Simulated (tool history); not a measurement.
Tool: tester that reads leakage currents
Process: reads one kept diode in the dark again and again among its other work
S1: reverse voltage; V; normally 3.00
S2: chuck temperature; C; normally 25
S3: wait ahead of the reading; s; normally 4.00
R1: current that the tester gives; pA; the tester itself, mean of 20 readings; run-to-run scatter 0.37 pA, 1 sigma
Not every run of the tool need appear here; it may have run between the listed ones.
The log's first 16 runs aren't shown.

run,hour,S1,S2,S3,R1
17,1385.9,3.00,26,4.00,132.13
18,1477.5,3.00,26,4.00,131.95
19,1537.6,7.39,25,4.00,166.27
20,1609.7,7.39,25,4.00,166.20
21,1693.6,2.13,33,4.27,197.00
22,1793.1,2.13,33,4.27,195.89
# hour 1849.2: probe card cleaned and baked
23,1869.1,5.93,23,4.00,132.47
# hour 1887.7: chuck's temperature calibrated
24,1953.2,2.45,23,1.34,98.14
25,2061.3,4.36,23,0.74,120.91
26,2176.0,3.00,25,1.43,121.94
27,2255.3,1.13,40,4.00,257.73
28,2340.3,1.13,40,4.00,258.70
29,2398.0,1.13,40,4.00,258.86
30,2481.5,17.57,40,3.08,659.61
31,2560.7,17.57,40,3.08,654.79
32,2625.7,2.76,24,2.10,110.22
33,2714.3,2.76,24,2.10,109.90

Expected results for the next run?
34,2810.8,2.76,24,2.10,?

R1: 110.27 pA
Without the tool's hidden state the same run would have given R1 110.24 pA.

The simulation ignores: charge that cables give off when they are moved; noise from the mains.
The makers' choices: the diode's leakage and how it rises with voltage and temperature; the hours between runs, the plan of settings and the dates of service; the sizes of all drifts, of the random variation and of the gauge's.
